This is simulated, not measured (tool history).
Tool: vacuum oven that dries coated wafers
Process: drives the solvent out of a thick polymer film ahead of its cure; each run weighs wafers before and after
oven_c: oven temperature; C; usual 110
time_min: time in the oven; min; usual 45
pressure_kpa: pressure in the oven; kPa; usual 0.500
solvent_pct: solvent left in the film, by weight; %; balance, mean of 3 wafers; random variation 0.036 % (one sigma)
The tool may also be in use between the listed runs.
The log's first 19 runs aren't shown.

{"run": 20, "day": 48.575, "oven_c": 116, "time_min": 45, "pressure_kpa": 0.5, "solvent_pct": 1.14}
{"run": 21, "day": 52.121, "oven_c": 110, "time_min": 45, "pressure_kpa": 0.5, "solvent_pct": 2.48}
{"run": 22, "day": 53.717, "oven_c": 115, "time_min": 45, "pressure_kpa": 0.5, "solvent_pct": 1.32}
{"run": 23, "day": 55.358, "oven_c": 115, "time_min": 45, "pressure_kpa": 0.5, "solvent_pct": 1.39}
{"run": 24, "day": 58.583, "oven_c": 110, "time_min": 45, "pressure_kpa": 0.5, "solvent_pct": 2.51}
{"run": 25, "day": 61.712, "oven_c": 110, "time_min": 72, "pressure_kpa": 1.118, "solvent_pct": 1.12}
{"day": 63.121, "done": "oven's thermocouples calibrated"}
{"run": 26, "day": 63.321, "oven_c": 105, "time_min": 33, "pressure_kpa": 0.316, "solvent_pct": 5.45}
{"run": 27, "day": 65.838, "oven_c": 105, "time_min": 33, "pressure_kpa": 0.316, "solvent_pct": 5.46}
{"run": 28, "day": 68.904, "oven_c": 103, "time_min": 63, "pressure_kpa": 0.251, "solvent_pct": 2.65}
{"run": 29, "day": 71.996, "oven_c": 124, "time_min": 46, "pressure_kpa": 0.475, "solvent_pct": 0.29}
{"run": 30, "day": 74.792, "oven_c": 111, "time_min": 45, "pressure_kpa": 0.475, "solvent_pct": 2.06}
{"run": 31, "day": 77.3, "oven_c": 118, "time_min": 31, "pressure_kpa": 0.5, "solvent_pct": 1.79}
{"run": 32, "day": 80.454, "oven_c": 115, "time_min": 52, "pressure_kpa": 0.5, "solvent_pct": 0.82}
{"run": 33, "day": 82.558, "oven_c": 115, "time_min": 52, "pressure_kpa": 0.5, "solvent_pct": 0.91}
{"run": 34, "day": 84.196, "oven_c": 115, "time_min": 52, "pressure_kpa": 0.5, "solvent_pct": 0.86}
{"run": 35, "day": 87.671, "oven_c": 111, "time_min": 52, "pressure_kpa": 0.5, "solvent_pct": 1.55}
{"run": 36, "day": 90.483, "oven_c": 110, "time_min": 33, "pressure_kpa": 1.207, "solvent_pct": 4.11}
{"run": 37, "day": 94.196, "oven_c": 110, "time_min": 33, "pressure_kpa": 1.207, "solvent_pct": 4.17}
{"run": 38, "day": 96.092, "oven_c": 107, "time_min": 46, "pressure_kpa": 1.919, "solvent_pct": 3.57}
{"day": 96.933, "done": "vacuum gauge cleaned of residue and calibrated"}
{"run": 39, "day": 98.046, "oven_c": 110, "time_min": 61, "pressure_kpa": 0.823, "solvent_pct": 1.33}
{"run": 40, "day": 99.754, "oven_c": 97, "time_min": 46, "pressure_kpa": 1.936, "solvent_pct": 7.21}
{"run": 41, "day": 102.312, "oven_c": 115, "time_min": 24, "pressure_kpa": 0.5, "solvent_pct": 4.09}
{"run": 42, "day": 104.15, "oven_c": 115, "time_min": 37, "pressure_kpa": 0.274, "solvent_pct": 1.91}
{"run": 43, "day": 105.812, "oven_c": 118, "time_min": 30, "pressure_kpa": 0.274, "solvent_pct": 2.09}

Forecast run 44:
{"run": 44, "day": 108.042, "oven_c": 118, "time_min": 30, "pressure_kpa": 0.274, "solvent_pct": "?"}

solvent_pct: 2.09 %
Without the tool's hidden state the same run would have given solvent_pct 1.88 %.
